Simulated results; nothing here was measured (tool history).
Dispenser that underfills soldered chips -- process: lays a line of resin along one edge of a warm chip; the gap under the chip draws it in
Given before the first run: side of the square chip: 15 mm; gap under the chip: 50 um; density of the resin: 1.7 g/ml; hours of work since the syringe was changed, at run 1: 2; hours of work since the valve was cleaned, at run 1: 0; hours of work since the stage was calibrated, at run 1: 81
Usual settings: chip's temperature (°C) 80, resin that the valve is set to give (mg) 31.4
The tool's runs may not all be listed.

run  hour  chip's temperature (°C)  resin that the valve is set to give (mg)  hours of work since the syringe was changed  hours of work since the valve was cleaned  hours of work since the stage was calibrated  time until the resin shows at the far edge (s)  resin that the valve gave (mg)
  1     0                       80                                      31.4                                            2                                          0                                            81                                           154.4                            31.1
  2   2.8                       80                                      31.4                                            4                                          2                                            83                                           168.3                            31.4
  3     5                       80                                      31.4                                            5                                          3                                            85                                             178                           31.38
  4   7.2                       66                                      31.4                                            7                                          4                                            86                                             320                           31.07
      9.4  -- new syringe of resin
  5  10.7                       80                                      31.4                                            1                                          6                                            88                                           143.2                           31.16
  6  13.8                       85                                      31.4                                            3                                          8                                            90                                           132.5                           31.08
  7  17.8                       85                                      31.4                                            5                                         11                                            92                                           148.8                           30.96
  8  21.3                       85                                      33.1                                            7                                         13                                            94                                           162.6                           32.67
     21.9  -- new syringe of resin
  9  23.6                       80                                      31.4                                            1                                         14                                            96                                           142.7                           31.17
 10  26.5                       80                                      35.3                                            3                                         16                                            98                                           151.9                           34.72
 11  28.6                       80                                      31.4                                            4                                         17                                            99                                           166.1                           31.02
 12  30.7                       80                                      31.6                                            6                                         19                                           100                                           174.6                           30.97
 13  33.7                       80                                      39.1                                            7                                         21                                           102                                           191.8                           38.36
     34.4  -- new syringe of resin
 14  37.2                       80                                      39.1                                            2                                         23                                           104                                           148.4                            38.4
 15  41.3                       80                                      29.7                                            4                                         25                                           107                                           164.9                           28.99
 16  44.4                       80                                      29.7                                            6                                         27                                           108                                           185.6                           28.89
     47.1  -- new syringe of resin
 17  47.9                       89                                      36.6                                            1                                         29                                           110                                           101.1                           35.76
 18  50.2                       70                                      31.9                                            2                                         31                                           112                                           211.3                           30.99
 19  52.8                       88                                      31.4                                            4                                         32                                           114                                           119.4                           30.56
 20  56.2                       87                                      34.7                                            6                                         34                                           116                                             137                            33.7
 21    59                       83                                      35.8                                            7                                         36                                           117                                           174.2                           34.79
     59.6  -- new syringe of resin
 22  63.4                       83                                      35.8                                            2                                         39                                           120                                           136.7                           34.47
 23  67.5                       81                                      37.8                                            5                                         41                                           122                                           162.5                           36.65
 24    71                       67                                      34.1                                            7                                         43                                           125                                           303.2                           32.64
     72.2  -- new syringe of resin
 25  75.4                       67                                      34.1                                            2                                         46                                           127                                           242.3                           32.67
 26  78.1                       67                                      34.1                                            4                                         48                                           129                                           254.6                            32.5
 27  81.6                       70                                        29                                            6                                         50                                           131                                           262.3                           27.77
     84.8  -- new syringe of resin
 28  86.2                       87                                      36.9                                            1                                         52                                           134                                           108.4                           35.31
 29  89.3                       70                                      39.9                                            3                                         54                                           136                                             221                           38.02

4 options for the next run, each taken on its own from the tool as it stands now. Forecast them:
  A    93                       80                                      30.9                                            5                                         57                                           138                                               ?                               ?
  B    93                       90                                      34.4                                            5                                         57                                           138                                               ?                               ?
  C    93                       78                                      31.4                                            5                                         57                                           138                                               ?                               ?
  D    93                       80                                      28.8                                            5                                         57                                           138                                               ?                               ?

run  time until the resin shows at the far edge (s)  resin that the valve gave (mg)
  A                                           172.7                           29.08
  B                                           120.4                           32.57
  C                                           183.4                           29.68
  D                                           175.4                           27.44
Without the tool's hidden state the same runs would have given:
run  time until the resin shows at the far edge (s)  resin that the valve gave (mg)
  A                                             140                           30.55
  B                                            97.6                           34.21
  C                                           148.7                           31.18
  D                                           141.8                           28.82

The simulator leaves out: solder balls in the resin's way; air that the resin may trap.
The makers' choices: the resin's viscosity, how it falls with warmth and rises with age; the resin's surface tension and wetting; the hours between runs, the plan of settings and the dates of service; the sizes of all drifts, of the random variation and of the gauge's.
